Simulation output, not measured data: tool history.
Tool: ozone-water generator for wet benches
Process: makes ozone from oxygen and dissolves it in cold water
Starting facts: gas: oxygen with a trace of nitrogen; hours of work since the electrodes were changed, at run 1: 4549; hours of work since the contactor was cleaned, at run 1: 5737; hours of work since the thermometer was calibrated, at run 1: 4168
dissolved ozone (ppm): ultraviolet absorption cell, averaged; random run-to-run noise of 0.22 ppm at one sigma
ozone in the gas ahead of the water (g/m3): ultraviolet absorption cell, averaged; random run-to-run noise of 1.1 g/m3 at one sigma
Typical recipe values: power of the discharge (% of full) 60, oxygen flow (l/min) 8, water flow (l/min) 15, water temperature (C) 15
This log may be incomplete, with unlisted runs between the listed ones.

run	hour	power of the discharge (% of full)	oxygen flow (l/min)	water flow (l/min)	water temperature (C)	hours of work since the electrodes were changed	hours of work since the contactor was cleaned	hours of work since the thermometer was calibrated	dissolved ozone (ppm)	ozone in the gas ahead of the water (g/m3)
1	0	60	8	15	15	4549	5737	4168	28.5	195.2
2	121.2	60	8	15	15	4657	5844	4275	28.7	195.8
3	213.8	60	8	15	15	4739	5927	4358	28.7	197.7
# hour 322.3: contactor cleaned
4	356.4	60	8	15	15	4862	30	4481	27.8	195.9
# hour 379.6: water thermometer calibrated
5	430.7	60	8	15	15	4928	96	45	28.2	195.4
6	542.8	60	8	15	15	5028	196	145	28.5	193.4
7	639.2	60	8	15	15	5113	281	231	28.1	193.9
8	728.2	60	8	11	15	5193	361	310	34.8	194
9	828.7	60	4.87	11	15	5282	450	399	39.4	267.8
10	942.3	60	8	15	22	5383	551	500	24.3	194.1
# hour 959.7: contactor cleaned, once more
11	1025	60	8	15	15	5453	58	570	30.6	192.5
12	1149.4	60	8	15	15	5564	169	681	30.2	190.8
13	1288.1	60	8	15	15	5687	292	804	30	192.9
14	1403.8	60	8	15	9	5790	395	907	33.3	192.1
15	1488.2	60	8	15	15	5865	470	982	30.1	193.3
16	1618	48	8	15	15	5980	586	1098	26.7	171.5
17	1723.4	48	8	17	15	6074	679	1192	24.1	171.8
18	1843.2	48	8	17	15	6181	786	1298	24.1	170.3
19	1977.6	90	6.02	14	21	6300	905	1418	37	281.5
20	2085.7	90	6.02	14	21	6396	1002	1514	36.8	285
21	2189.5	67	6.02	20	8	6489	1094	1606	28.7	243.3
22	2262.5	60	12.89	15	17	6554	1159	1671	24.4	141.3
23	2401.3	96	4.69	15	16	6677	1282	1795	40.6	344
24	2504.9	96	4.69	15	16	6769	1374	1887	41.1	344.6
25	2602.6	96	4.69	15	16	6856	1461	1974	40.5	344.8
26	2686	96	4.69	15	16	6930	1535	2048	40.7	340
27	2806.5	96	8.84	15	17	7037	1643	2155	35.1	228.4
28	2901	60	8	15	17	7122	1727	2239	28.3	189
29	3025.5	60	8	15	17	7232	1837	2350	28.1	188.4
30	3145.6	60	8	15	17	7339	1944	2457	28	190.3
31	3239.4	75	8	13	15	7423	2028	2540	36.2	211.1

Expected results for the next run?
32	3378.8	71	8	15	15	7547	2152	2664	?	?

dissolved ozone (ppm): 31.4
ozone in the gas ahead of the water (g/m3): 206.3
On a tool with no hidden condition, and with the same random variation, this run would have come out at dissolved ozone (ppm) 35.3, ozone in the gas ahead of the water (g/m3) 226.8.
